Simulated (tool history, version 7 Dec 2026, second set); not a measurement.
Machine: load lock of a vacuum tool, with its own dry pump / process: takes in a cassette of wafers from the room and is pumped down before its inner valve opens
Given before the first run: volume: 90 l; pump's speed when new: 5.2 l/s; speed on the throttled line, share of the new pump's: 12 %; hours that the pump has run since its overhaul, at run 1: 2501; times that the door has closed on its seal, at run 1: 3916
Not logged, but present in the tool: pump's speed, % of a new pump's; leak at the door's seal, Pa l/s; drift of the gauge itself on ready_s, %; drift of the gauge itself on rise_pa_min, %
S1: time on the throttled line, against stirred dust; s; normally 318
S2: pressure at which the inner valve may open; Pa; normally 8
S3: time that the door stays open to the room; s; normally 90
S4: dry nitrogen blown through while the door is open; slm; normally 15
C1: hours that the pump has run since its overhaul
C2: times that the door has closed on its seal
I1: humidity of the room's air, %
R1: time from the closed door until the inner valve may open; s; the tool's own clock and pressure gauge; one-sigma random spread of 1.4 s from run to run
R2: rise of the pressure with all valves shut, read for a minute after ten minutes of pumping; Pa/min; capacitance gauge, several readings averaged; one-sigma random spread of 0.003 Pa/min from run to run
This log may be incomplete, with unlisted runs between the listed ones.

run    hour   S1  S2   S3  S4    C1    C2    I1     R1     R2
  1       0  318   8   90  15  2501  3916  45.9  450.7  0.037
  2    94.6  318   8   90  15  2595  4125  50.3  451.6  0.035
  3   194.3  414   8   90  15  2695  4346  44.9  536.2  0.042
  4   302.5  491   8   90  15  2803  4585  44.1  601.6  0.041
  5   427.6  318   8   90  15  2928  4862  46.6  456.2  0.042
  6   543.1  318   9   90  15  3044  5118  42.2  450.3   0.05
  7   642.5  318   8  148  15  3143  5338  45.8  452.1  0.053
  8   709.2  269   8  189  17  3210  5485  46.9  410.2  0.048
  9   814.4  453  14  189  17  3315  5718  47.7  559.8  0.062
 10   890.2  453  14  189  17  3391  5886  45.4  561.7  0.055
 11   996.9  262   8  168  15  3498  6122  43.7  406.4  0.061
 12  1102.1  262   8  168  15  3603  6354  41.2  404.9  0.061
 13  1204.3  262   8  168  15  3705  6580  47.4  409.1  0.067
 14  1264.6  318   7   90   9  3765  6714  46.8    456  0.065

Forecast each of these 3 alternatives for the next run:
  A  1380.3  318  11   82  15  3881  6970  41.1   ?   ?
  B  1380.3  318   9   90  39  3881  6970  45.3   ?   ?
  C  1380.3  318   8  210  12  3881  6970  44.5   ?   ?

run     R1     R2
  A  447.9  0.066
  B  452.1  0.057
  C  454.1  0.071
What these runs would have given with no unlogged condition in the tool:
run     R1     R2
  A  439.3  0.013
  B  442.8  0.004
  C    445  0.019

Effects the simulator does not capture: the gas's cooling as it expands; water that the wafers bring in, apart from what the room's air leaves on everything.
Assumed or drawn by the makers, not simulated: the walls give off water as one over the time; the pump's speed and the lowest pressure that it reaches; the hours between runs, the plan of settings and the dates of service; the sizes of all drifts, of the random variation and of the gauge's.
